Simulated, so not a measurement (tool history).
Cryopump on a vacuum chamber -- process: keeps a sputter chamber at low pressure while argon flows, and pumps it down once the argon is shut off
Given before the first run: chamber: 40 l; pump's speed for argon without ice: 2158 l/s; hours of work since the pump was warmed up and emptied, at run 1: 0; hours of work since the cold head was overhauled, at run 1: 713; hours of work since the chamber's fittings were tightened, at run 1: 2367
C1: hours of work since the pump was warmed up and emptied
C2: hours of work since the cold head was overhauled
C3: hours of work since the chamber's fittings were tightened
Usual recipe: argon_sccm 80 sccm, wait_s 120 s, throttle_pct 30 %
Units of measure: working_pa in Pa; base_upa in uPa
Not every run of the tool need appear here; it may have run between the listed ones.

Run 1, day 0: usual settings; C1 0; C2 713; C3 2367. Result: working_pa 0.2088 Pa, base_upa 1.57 uPa.
Run 2, day 1.142: usual settings; C1 18; C2 732; C3 2386. Result: working_pa 0.2093 Pa, base_upa 1.54 uPa.
Run 3, day 1.621: usual settings; C1 26; C2 739; C3 2393. Result: working_pa 0.2114 Pa, base_upa 1.56 uPa.
Run 4, day 2.392: usual settings but wait_s 27 s; C1 39; C2 752; C3 2406. Result: working_pa 0.2106 Pa, base_upa 2.89 uPa.
Run 5, day 3.242: usual settings but wait_s 27 s; C1 52; C2 765; C3 2420. Result: working_pa 0.2109 Pa, base_upa 2.89 uPa.
Run 6, day 3.804: usual settings; C1 61; C2 774; C3 2429. Result: working_pa 0.2111 Pa, base_upa 1.63 uPa.
Run 7, day 4.45: usual settings but wait_s 43 s; C1 72; C2 785; C3 2439. Result: working_pa 0.2115 Pa, base_upa 2.19 uPa.
Run 8, day 5.188: usual settings; C1 83; C2 797; C3 2451. Result: working_pa 0.212 Pa, base_upa 1.59 uPa.
Run 9, day 5.842: usual settings; C1 94; C2 807; C3 2461. Result: working_pa 0.2113 Pa, base_upa 1.61 uPa.
Run 10, day 6.7: usual settings; C1 108; C2 821; C3 2475. Result: working_pa 0.2121 Pa, base_upa 1.62 uPa.
Run 11, day 7.696: usual settings but throttle_pct 27 %; C1 124; C2 837; C3 2491. Result: working_pa 0.2364 Pa, base_upa 1.64 uPa.
Run 12, day 8.462: usual settings but throttle_pct 27 %; C1 136; C2 849; C3 2504. Result: working_pa 0.2366 Pa, base_upa 1.66 uPa.
Run 13, day 9.292: usual settings but wait_s 165 s; C1 150; C2 863; C3 2517. Result: working_pa 0.2121 Pa, base_upa 1.6 uPa.
At day 9.8: leaking fittings of the chamber tightened, without venting.
Run 14, day 10.154: usual settings; C1 162; C2 875; C3 6. Result: working_pa 0.2119 Pa, base_upa 0.52 uPa.
Run 15, day 11.254: usual settings but throttle_pct 42 %; C1 180; C2 893; C3 23. Result: working_pa 0.1531 Pa, base_upa 0.58 uPa.
Run 16, day 11.992: usual settings but wait_s 62 s; C1 192; C2 905; C3 35. Result: working_pa 0.2141 Pa, base_upa 0.88 uPa.
Run 17, day 12.721: usual settings but wait_s 171 s; C1 203; C2 917; C3 47. Result: working_pa 0.2144 Pa, base_upa 0.47 uPa.
Run 18, day 13.571: usual settings but wait_s 192 s; C1 217; C2 930; C3 61. Result: working_pa 0.2152 Pa, base_upa 0.41 uPa.
Run 19, day 14.321: usual settings but wait_s 192 s; C1 229; C2 942; C3 73. Result: working_pa 0.2156 Pa, base_upa 0.38 uPa.
Run 20, day 14.838: usual settings but argon_sccm 65 sccm, wait_s 105 s, throttle_pct 21 %; C1 237; C2 951; C3 81. Result: working_pa 0.2454 Pa, base_upa 0.62 uPa.
Run 21, day 15.654: usual settings but argon_sccm 65 sccm, wait_s 105 s, throttle_pct 21 %; C1 251; C2 964; C3 94. Result: working_pa 0.2472 Pa, base_upa 0.65 uPa.
Run 22, day 16.462: usual settings but argon_sccm 65 sccm, wait_s 105 s, throttle_pct 21 %; C1 264; C2 977; C3 107. Result: working_pa 0.2485 Pa, base_upa 0.62 uPa.
Run 23, day 17.429: usual settings but argon_sccm 65 sccm, wait_s 105 s, throttle_pct 21 %; C1 279; C2 992; C3 123. Result: working_pa 0.2464 Pa, base_upa 0.65 uPa.
Run 24, day 18.142: usual settings but argon_sccm 65 sccm, wait_s 105 s, throttle_pct 21 %; C1 291; C2 1004; C3 134. Result: working_pa 0.2467 Pa, base_upa 0.64 uPa.
Run 25, day 18.896: usual settings but argon_sccm 145 sccm, wait_s 287 s, throttle_pct 23 %; C1 303; C2 1016; C3 146. Result: working_pa 0.5064 Pa, base_upa 0.4 uPa.
Run 26, day 19.5: usual settings but argon_sccm 145 sccm, wait_s 287 s, throttle_pct 23 %; C1 313; C2 1026; C3 156. Result: working_pa 0.5061 Pa, base_upa 0.4 uPa.
Run 27, day 20.033: usual settings but argon_sccm 46 sccm, throttle_pct 18 %; C1 321; C2 1034; C3 165. Result: working_pa 0.2058 Pa, base_upa 0.6 uPa.
Run 28, day 20.538: usual settings but argon_sccm 51 sccm, throttle_pct 49 %; C1 329; C2 1042; C3 173. Result: working_pa 0.0869 Pa, base_upa 0.59 uPa.
Run 29, day 21.038: usual settings but argon_sccm 92 sccm, wait_s 292 s, throttle_pct 22 %; C1 337; C2 1050; C3 181. Result: working_pa 0.3384 Pa, base_upa 0.4 uPa.
Run 30, day 21.862: usual settings but argon_sccm 48 sccm, wait_s 81 s, throttle_pct 29 %; C1 351; C2 1064; C3 194. Result: working_pa 0.1345 Pa, base_upa 0.79 uPa.
Run 31, day 22.946: usual settings but argon_sccm 47 sccm, wait_s 80 s, throttle_pct 56 %; C1 368; C2 1081; C3 212. Result: working_pa 0.0713 Pa, base_upa 0.84 uPa.
Run 32, day 23.708: usual settings but argon_sccm 47 sccm, wait_s 80 s, throttle_pct 56 %; C1 380; C2 1093; C3 224. Result: working_pa 0.0713 Pa, base_upa 0.82 uPa.
Run 33, day 24.608: usual settings but argon_sccm 47 sccm, wait_s 80 s, throttle_pct 56 %; C1 395; C2 1108; C3 238. Result: working_pa 0.072 Pa, base_upa 0.83 uPa.
Run 34, day 25.471: usual settings but argon_sccm 102 sccm, wait_s 80 s, throttle_pct 49 %; C1 409; C2 1122; C3 252. Result: working_pa 0.1753 Pa, base_upa 0.86 uPa.

Selected run-to-run steps in working_pa, each split into two signed amounts: the part the tool would show with no hidden state at all (from settings, incoming material and random variation), and the remainder, which goes to the hidden state together with any gauge scatter not common to the measured and the hidden-state-free results:
What the log doesn't record here: pump's speed, % of a pump's without ice; cold plate's temperature, K; leak into the chamber, uPa l/s; drift of the gauge itself on working_pa, %; drift of the gauge itself on base_upa, %.
Run 24 -> 25: argon_sccm 65 -> 145, wait_s 105 -> 287, throttle_pct 21 -> 23. working_pa +0.2597 Pa: hidden state +0.0077, all else +0.252.
Run 26 -> 27: argon_sccm 145 -> 46, wait_s 287 -> 120, throttle_pct 23 -> 18. working_pa -0.3003 Pa: hidden state -0.0092, all else -0.2911.
Run 28 -> 29: argon_sccm 51 -> 92, wait_s 120 -> 292, throttle_pct 49 -> 22. working_pa +0.2515 Pa: hidden state +0.0044, all else +0.2471.
Run 33 -> 34: argon_sccm 47 -> 102, throttle_pct 56 -> 49. working_pa +0.1033 Pa: hidden state +0.007, all else +0.0963.
